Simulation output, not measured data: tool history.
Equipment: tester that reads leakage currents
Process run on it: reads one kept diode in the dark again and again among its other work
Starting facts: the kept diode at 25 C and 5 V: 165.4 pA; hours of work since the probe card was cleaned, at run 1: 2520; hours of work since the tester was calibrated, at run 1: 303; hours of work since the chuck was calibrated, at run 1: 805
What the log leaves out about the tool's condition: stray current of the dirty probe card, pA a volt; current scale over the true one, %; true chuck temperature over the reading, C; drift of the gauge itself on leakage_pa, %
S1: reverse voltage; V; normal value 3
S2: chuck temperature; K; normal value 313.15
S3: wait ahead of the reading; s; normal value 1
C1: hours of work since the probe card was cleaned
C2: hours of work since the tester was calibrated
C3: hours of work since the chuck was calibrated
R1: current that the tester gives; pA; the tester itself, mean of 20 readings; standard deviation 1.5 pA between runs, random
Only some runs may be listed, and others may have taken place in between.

Run 1, day 0: usual settings; C1 2520; C2 303; C3 805. Result: R1 474.5 pA.
Run 2, day 5.967: usual settings; C1 2596; C2 379; C3 881. Result: R1 477.57 pA.
Run 3, day 9.204: usual settings but S2 315.15 K; C1 2637; C2 420; C3 922. Result: R1 555 pA.
Run 4, day 14.025: usual settings; C1 2699; C2 482; C3 983. Result: R1 473.29 pA.
Run 5, day 21.062: usual settings; C1 2788; C2 571; C3 1073. Result: R1 473.96 pA.
Run 6, day 25.942: usual settings but S2 308.15 K; C1 2850; C2 633; C3 1135. Result: R1 310.88 pA.
Run 7, day 31.996: usual settings but S2 297.15 K; C1 2927; C2 710; C3 1212. Result: R1 118.03 pA.

Forecast run 8:
At day 36.838: probe card cleaned and baked.
Run 8, day 36.838: usual settings but S1 1.74 V, S2 309.15 K; C1 0; C2 770; C3 1272. Result: R1 ?.

{"run 8": {"R1": 260.98}}
On a tool with no hidden condition, and with the same random variation, this run would have come out at R1 269.77 pA.
